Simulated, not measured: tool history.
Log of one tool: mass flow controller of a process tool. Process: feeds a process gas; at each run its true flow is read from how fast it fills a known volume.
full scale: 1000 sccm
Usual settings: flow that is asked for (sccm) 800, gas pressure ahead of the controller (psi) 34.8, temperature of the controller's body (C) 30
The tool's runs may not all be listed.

run	hour	flow that is asked for (sccm)	gas pressure ahead of the controller (psi)	temperature of the controller's body (C)	true flow (%)
1	0	800	34.8	30	99.74
2	172.6	800	34.8	30	99.89
3	485.7	800	34.8	30	99.84
# hour 553.8: controller's zero set anew
4	677.5	800	28	30	99.77
5	987.5	800	34.8	30	99.85
6	1253.7	800	34.8	30	99.84
7	1532.8	800	34.8	33	99.91
8	1788.7	800	34.8	40	100.2
9	2031.7	192	36.7	30	98.86
10	2350.9	454	38.7	31	99.35
11	2628.9	800	26.8	30	99.77
# hour 2840: controller exchanged for a calibrated one
12	2860.5	800	26.8	30	99.83
13	3077.5	800	21.3	22	99.5

3 ways to go on from here, each from the tool as it stands after run 13. What would each give?
A	3251.7	581	37.1	29	?
B	3251.7	140	28.3	28	?
C	3251.7	130	21.5	30	?

run	true flow (%)
A	99.61
B	98.58
C	98.53
Without the tool's hidden state the same runs would have given:
run	true flow (%)
A	99.61
B	98.58
C	98.53
